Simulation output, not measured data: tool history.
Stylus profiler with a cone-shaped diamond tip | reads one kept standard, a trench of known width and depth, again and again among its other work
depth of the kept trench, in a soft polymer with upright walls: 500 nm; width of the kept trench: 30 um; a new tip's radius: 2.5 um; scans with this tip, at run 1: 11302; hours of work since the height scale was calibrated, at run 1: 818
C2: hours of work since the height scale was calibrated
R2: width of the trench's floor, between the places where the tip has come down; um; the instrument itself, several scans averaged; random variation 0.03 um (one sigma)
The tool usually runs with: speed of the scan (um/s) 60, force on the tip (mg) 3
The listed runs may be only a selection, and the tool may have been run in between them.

{"run": 1, "hour": 0.0, "speed of the scan (um/s)": 60, "force on the tip (mg)": 3, "scans with this tip": 11302, "C2": 818, "depth of the trench (nm)": 504.98, "R2": 26.04}
{"run": 2, "hour": 63.6, "speed of the scan (um/s)": 60, "force on the tip (mg)": 3, "scans with this tip": 11843, "C2": 857, "depth of the trench (nm)": 504.81, "R2": 26.02}
{"run": 3, "hour": 130.3, "speed of the scan (um/s)": 60, "force on the tip (mg)": 3.64, "scans with this tip": 12410, "C2": 898, "depth of the trench (nm)": 505.64, "R2": 26.04}
{"run": 4, "hour": 177.4, "speed of the scan (um/s)": 60, "force on the tip (mg)": 1.75, "scans with this tip": 12812, "C2": 927, "depth of the trench (nm)": 503, "R2": 25.94}
{"run": 5, "hour": 248.7, "speed of the scan (um/s)": 60, "force on the tip (mg)": 1.75, "scans with this tip": 13418, "C2": 971, "depth of the trench (nm)": 503.14, "R2": 25.89}
{"run": 6, "hour": 299.2, "speed of the scan (um/s)": 60, "force on the tip (mg)": 2.02, "scans with this tip": 13848, "C2": 1002, "depth of the trench (nm)": 503.5, "R2": 25.88}
{"run": 7, "hour": 375.4, "speed of the scan (um/s)": 60, "force on the tip (mg)": 1.08, "scans with this tip": 14497, "C2": 1049, "depth of the trench (nm)": 501.8, "R2": 25.73}
{"run": 8, "hour": 452.2, "speed of the scan (um/s)": 60, "force on the tip (mg)": 1.08, "scans with this tip": 15150, "C2": 1096, "depth of the trench (nm)": 501.99, "R2": 25.68}
{"run": 9, "hour": 503.6, "speed of the scan (um/s)": 74, "force on the tip (mg)": 1.08, "scans with this tip": 15588, "C2": 1128, "depth of the trench (nm)": 501.93, "R2": 25.59}
{"run": 10, "hour": 540.0, "speed of the scan (um/s)": 74, "force on the tip (mg)": 4.78, "scans with this tip": 15898, "C2": 1150, "depth of the trench (nm)": 506.64, "R2": 25.81}
{"run": 11, "hour": 625.4, "speed of the scan (um/s)": 74, "force on the tip (mg)": 4.78, "scans with this tip": 16624, "C2": 1203, "depth of the trench (nm)": 506.98, "R2": 25.84}
{"hour": 664.7, "done": "height scale calibrated on a step standard"}
{"run": 12, "hour": 669.2, "speed of the scan (um/s)": 108, "force on the tip (mg)": 3, "scans with this tip": 16993, "C2": 3, "depth of the trench (nm)": 504.1, "R2": 25.54}
{"run": 13, "hour": 716.5, "speed of the scan (um/s)": 53, "force on the tip (mg)": 8.25, "scans with this tip": 17396, "C2": 32, "depth of the trench (nm)": 509.74, "R2": 25.94}
{"run": 14, "hour": 792.3, "speed of the scan (um/s)": 53, "force on the tip (mg)": 8.25, "scans with this tip": 18041, "C2": 79, "depth of the trench (nm)": 509.78, "R2": 25.88}
{"run": 15, "hour": 866.3, "speed of the scan (um/s)": 90, "force on the tip (mg)": 3, "scans with this tip": 18671, "C2": 124, "depth of the trench (nm)": 503.95, "R2": 25.56}
{"run": 16, "hour": 901.0, "speed of the scan (um/s)": 90, "force on the tip (mg)": 3, "scans with this tip": 18966, "C2": 145, "depth of the trench (nm)": 503.87, "R2": 25.56}
{"run": 17, "hour": 939.4, "speed of the scan (um/s)": 90, "force on the tip (mg)": 3, "scans with this tip": 19293, "C2": 169, "depth of the trench (nm)": 504.04, "R2": 25.54}
{"run": 18, "hour": 1013.6, "speed of the scan (um/s)": 90, "force on the tip (mg)": 3, "scans with this tip": 19924, "C2": 215, "depth of the trench (nm)": 503.95, "R2": 25.51}
{"hour": 1021.7, "done": "height scale calibrated on a step standard, once more"}
{"run": 19, "hour": 1085.1, "speed of the scan (um/s)": 98, "force on the tip (mg)": 6.54, "scans with this tip": 20529, "C2": 39, "depth of the trench (nm)": 509.84, "R2": 25.56}
{"run": 20, "hour": 1119.6, "speed of the scan (um/s)": 98, "force on the tip (mg)": 6.54, "scans with this tip": 20823, "C2": 60, "depth of the trench (nm)": 509.81, "R2": 25.62}
{"run": 21, "hour": 1179.2, "speed of the scan (um/s)": 16, "force on the tip (mg)": 6.54, "scans with this tip": 21330, "C2": 97, "depth of the trench (nm)": 509.83, "R2": 25.8}

Alternative continuations, all from the tool just after run 21; predict every row:
{"run": "A", "hour": 1230.7, "speed of the scan (um/s)": 88, "force on the tip (mg)": 1.41, "scans with this tip": 21768, "C2": 129, "depth of the trench (nm)": "?", "R2": "?"}
{"run": "B", "hour": 1230.7, "speed of the scan (um/s)": 51, "force on the tip (mg)": 6.54, "scans with this tip": 21768, "C2": 129, "depth of the trench (nm)": "?", "R2": "?"}
{"run": "C", "hour": 1230.7, "speed of the scan (um/s)": 155, "force on the tip (mg)": 6.54, "scans with this tip": 21768, "C2": 129, "depth of the trench (nm)": "?", "R2": "?"}

run=A depth_of_the_trench_(nm)=503.27 R2=25.23
run=B depth_of_the_trench_(nm)=509.55 R2=25.75
run=C depth_of_the_trench_(nm)=509.79 R2=25.41
Stripped of hidden state, with their random variation kept, the same runs would have yielded:
run=A depth_of_the_trench_(nm)=503.33 R2=26.4
run=B depth_of_the_trench_(nm)=509.61 R2=26.92
run=C depth_of_the_trench_(nm)=509.85 R2=26.58

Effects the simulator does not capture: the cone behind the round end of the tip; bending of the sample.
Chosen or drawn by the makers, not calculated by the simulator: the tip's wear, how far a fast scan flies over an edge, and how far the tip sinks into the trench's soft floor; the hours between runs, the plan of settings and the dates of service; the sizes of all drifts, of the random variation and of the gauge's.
